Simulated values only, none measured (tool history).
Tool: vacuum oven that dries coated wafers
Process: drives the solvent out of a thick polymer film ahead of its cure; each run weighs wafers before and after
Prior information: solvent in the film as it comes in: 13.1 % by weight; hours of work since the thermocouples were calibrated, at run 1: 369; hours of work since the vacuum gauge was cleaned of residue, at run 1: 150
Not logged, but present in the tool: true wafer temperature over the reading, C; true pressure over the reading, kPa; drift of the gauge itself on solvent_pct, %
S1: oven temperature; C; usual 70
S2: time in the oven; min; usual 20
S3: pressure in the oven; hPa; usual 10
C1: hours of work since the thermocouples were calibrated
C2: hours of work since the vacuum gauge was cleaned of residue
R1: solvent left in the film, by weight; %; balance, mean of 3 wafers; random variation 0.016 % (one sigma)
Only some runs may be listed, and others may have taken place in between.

run,day,S1,S2,S3,C1,C2,R1
1,0,70,20,10,369,150,1.09
2,1.729,66,20,10,397,178,1.74
3,3.062,66,20,10,418,199,1.77
4,5.483,66,27,10,456,237,1.07
5,7.458,66,27,10,487,268,1.07
6,9.417,70,20,10,518,299,1.1
7,10.783,70,20,10,540,321,1.14
8,12.95,70,20,10,574,355,1.1
9,15.362,70,20,10,612,393,1.13
10,17.658,70,33,10,648,429,0.5
11,20.092,70,33,10,687,468,0.46
12,21.208,70,33,10,705,486,0.46
13,23.667,70,33,10,743,524,0.49
14,24.954,70,33,10,764,545,0.48
15,26.592,70,33,10,790,571,0.51
16,28.75,70,20,7.5,824,605,1.07
17,31.283,69,20,7.5,864,645,1.26
18,33.079,69,20,7.5,892,673,1.29
19,35.562,59,23,31.4,931,713,3.91
20,37.117,59,25,20.5,956,737,3.25
# day 38.992: oven's thermocouples calibrated
21,38.992,65,11,23.5,0,765,4.31
22,40.254,65,20,10,20,785,1.9
23,42.783,62,20,5.7,60,825,2.46
24,45.175,72,27,15.2,98,863,0.62
25,46.517,69,20,33.6,119,884,1.86
26,48.021,59,20,23.4,143,908,3.87
27,50.2,59,20,23.4,177,943,3.87
28,51.462,68,22,17.8,197,963,1.39
29,52.554,70,33,18.2,214,980,0.68
30,54.967,62,34,11.9,252,1018,1.29
31,56.117,70,20,12.9,271,1036,1.19
32,58.258,70,26,10,305,1070,0.67

Branching from run 32: 3 alternative next runs. What would each branch give?
A,60.562,70,26,16.8,341,1106,?
B,60.562,70,20,37.7,341,1106,?
C,60.562,62,30,11.6,341,1106,?

run,R1
A,0.89
B,1.83
C,1.61
Without the tool's hidden state the same runs would have given:
run,R1
A,0.81
B,1.73
C,1.48

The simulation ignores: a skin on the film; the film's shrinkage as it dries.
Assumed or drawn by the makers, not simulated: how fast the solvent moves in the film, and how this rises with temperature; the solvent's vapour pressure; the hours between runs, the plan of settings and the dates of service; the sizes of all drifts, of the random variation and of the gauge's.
